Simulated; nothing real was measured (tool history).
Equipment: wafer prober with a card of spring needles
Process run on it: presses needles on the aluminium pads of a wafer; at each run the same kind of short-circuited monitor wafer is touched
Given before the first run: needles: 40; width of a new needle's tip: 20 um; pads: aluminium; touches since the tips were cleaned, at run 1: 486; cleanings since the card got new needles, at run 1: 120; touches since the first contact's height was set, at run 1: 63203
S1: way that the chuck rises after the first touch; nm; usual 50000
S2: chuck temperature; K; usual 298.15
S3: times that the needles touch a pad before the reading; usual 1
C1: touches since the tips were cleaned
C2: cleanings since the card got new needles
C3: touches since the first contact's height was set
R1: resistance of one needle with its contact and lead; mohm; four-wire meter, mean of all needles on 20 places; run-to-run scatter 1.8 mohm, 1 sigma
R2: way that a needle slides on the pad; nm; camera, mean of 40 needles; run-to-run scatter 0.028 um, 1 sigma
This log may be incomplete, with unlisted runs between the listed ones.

run    hour     S1      S2  S3    C1   C2     C3   R1     R2
  1     0.0  50000  298.15   1   486  120  63203  385  10310
       16.3  -- tips cleaned on abrasive film
       35.8  -- tips cleaned on abrasive film
  2    44.7  50000  298.15   2  2166  122  73987  453  10260
       52.1  -- tips cleaned on abrasive film
       70.9  -- tips cleaned on abrasive film
       90.2  -- tips cleaned on abrasive film
      108.3  -- tips cleaned on abrasive film
  3   108.3  50000  298.15   2     0  126  89295  219  10230
      116.7  -- height of the first contact set anew
      128.2  -- tips cleaned on abrasive film
      147.8  -- tips cleaned on abrasive film
  4   149.9  50000  298.15   2   504  128   7982  325  10090
      164.9  -- tips cleaned on abrasive film
      183.8  -- tips cleaned on abrasive film
      200.1  -- tips cleaned on abrasive film
      220.4  -- tips cleaned on abrasive film
  5   225.2  50000  298.15   1  1153  132  26129  610  10020
      237.4  -- tips cleaned on abrasive film
      253.7  -- tips cleaned on abrasive film
      273.3  -- tips cleaned on abrasive film
      289.6  -- tips cleaned on abrasive film
  6   298.7  41000  298.15   1  2205  136  43847  989   8040
      306.9  -- tips cleaned on abrasive film
      325.7  -- tips cleaned on abrasive film
  7   336.6  59000  298.15   1  2649  138  52974  599  11830
      344.8  -- tips cleaned on abrasive film
      364.8  -- tips cleaned on abrasive film
      383.2  -- tips cleaned on abrasive film
  8   383.2  59000  298.15   1     0  141  64189  244  11710
      403.5  -- tips cleaned on abrasive film
  9   417.2  50000  300.15   1  3304  142  72392  811   9790
      421.3  -- tips cleaned on abrasive film
      437.6  -- tips cleaned on abrasive film
      453.9  -- tips cleaned on abrasive film
      472.7  -- tips cleaned on abrasive film
 10   473.1  50000  378.15   1    94  146  85846  331   9680
      485.6  -- height of the first contact set anew, once more
      489.7  -- tips cleaned on abrasive film
      508.7  -- tips cleaned on abrasive film
      528.8  -- tips cleaned on abrasive film
 11   542.3  50000  378.15   1  3272  149  13672  725  10590
      546.4  -- tips cleaned on abrasive film
      562.7  -- tips cleaned on abrasive film
      580.5  -- tips cleaned on abrasive film
 12   593.2  50000  378.15   1  3063  152  25928  712  10540
      597.3  -- tips cleaned on abrasive film
      617.2  -- tips cleaned on abrasive film
      637.0  -- tips cleaned on abrasive film
 13   644.7  50000  378.15   1  1867  155  38329  584  10520
      656.5  -- tips cleaned on abrasive film
      675.8  -- tips cleaned on abrasive film
      692.1  -- tips cleaned on abrasive film
      711.5  -- tips cleaned on abrasive film
 14   717.7  50000  307.15   1  1500  159  55925  552  10450
      728.4  -- tips cleaned on abrasive film
      747.7  -- tips cleaned on abrasive film
 15   762.6  50000  307.15   1  3612  161  66739  819  10340
      766.4  -- tips cleaned on abrasive film
      785.5  -- tips cleaned on abrasive film
      805.5  -- tips cleaned on abrasive film
 16   815.1  50000  307.15   1  2327  164  79389  715  10250
      822.8  -- tips cleaned on abrasive film
      839.1  -- tips cleaned on abrasive film
 17   850.9  50000  307.15   1  2871  166  88022  822  10280
      859.1  -- tips cleaned on abrasive film
      863.2  -- height of the first contact set anew
      879.1  -- tips cleaned on abrasive film
      898.2  -- tips cleaned on abrasive film
      917.9  -- tips cleaned on abrasive film
 18   925.9  50000  307.15   1  1915  170  15105  632  10550
      938.1  -- tips cleaned on abrasive film
      954.4  -- tips cleaned on abrasive film
      972.4  -- tips cleaned on abrasive film
 19   972.4  50000  307.15   1     0  173  26310  255  10530
      991.8  -- tips cleaned on abrasive film
     1011.2  -- tips cleaned on abrasive film
 20  1018.0  37000  298.15   2  1642  175  37292  673   7700
     1028.7  -- tips cleaned on abrasive film
     1045.0  -- tips cleaned on abrasive film
 21  1052.0  37000  298.15   2  1677  177  45480  668   7660
     1063.3  -- tips cleaned on abrasive film
     1083.5  -- tips cleaned on abrasive film
     1099.7  -- tips cleaned on abrasive film
 22  1112.4  37000  298.15   2  3069  180  60052  858   7640
     1116.5  -- tips cleaned on abrasive film
     1136.7  -- tips cleaned on abrasive film
     1155.9  -- tips cleaned on abrasive film
     1175.1  -- tips cleaned on abrasive film
 23  1186.5  50000  394.15   1  2757  184  77903  750  10330
     1194.7  -- tips cleaned on abrasive film
     1215.0  -- tips cleaned on abrasive film
     1234.9  -- tips cleaned on abrasive film
     1242.5  -- height of the first contact set anew
     1251.5  -- tips cleaned on abrasive film
 24  1251.5  62000  306.15   1     0  188   2163  219  13140
     1267.8  -- tips cleaned on abrasive film
     1287.1  -- tips cleaned on abrasive film
 25  1299.4  63000  323.15   2  2977  190  13709  422  13330
     1303.5  -- tips cleaned on abrasive film
     1323.8  -- tips cleaned on abrasive film
     1340.1  -- tips cleaned on abrasive film
 26  1344.9  44000  298.15   1  1160  193  24660  650   9270
     1356.6  -- tips cleaned on abrasive film
     1376.8  -- tips cleaned on abrasive film
     1395.5  -- tips cleaned on abrasive film
     1411.8  -- tips cleaned on abrasive film
 27  1416.6  44000  298.15   1  1163  197  41926  648   9160
     1432.0  -- tips cleaned on abrasive film
     1452.3  -- tips cleaned on abrasive film
     1471.1  -- tips cleaned on abrasive film
 28  1471.1  36000  300.15   3     0  200  55063  257   7340

Branching from run 28: 4 alternative next runs. What would each branch give?
     1490.5  -- tips cleaned on abrasive film
     1506.8  -- tips cleaned on abrasive film
  A  1519.3  43000  298.15   1  3022  202  66684   ?   ?
     1490.5  -- tips cleaned on abrasive film
     1506.8  -- tips cleaned on abrasive film
  B  1519.3  62000  330.15   2  3022  202  66684   ?   ?
     1490.5  -- tips cleaned on abrasive film
     1506.8  -- tips cleaned on abrasive film
  C  1519.3  50000  307.15   1  3022  202  66684   ?   ?
     1490.5  -- tips cleaned on abrasive film
     1506.8  -- tips cleaned on abrasive film
  D  1519.3  43000  320.15   1  3022  202  66684   ?   ?

run    R1     R2
  A  1141   8820
  B   465  12780
  C   877  10310
  D  1119   8850
Without the tool's hidden state the same runs would have given:
run   R1     R2
  A  194   9170
  B  195  13130
  C  191  10660
  D  201   9200

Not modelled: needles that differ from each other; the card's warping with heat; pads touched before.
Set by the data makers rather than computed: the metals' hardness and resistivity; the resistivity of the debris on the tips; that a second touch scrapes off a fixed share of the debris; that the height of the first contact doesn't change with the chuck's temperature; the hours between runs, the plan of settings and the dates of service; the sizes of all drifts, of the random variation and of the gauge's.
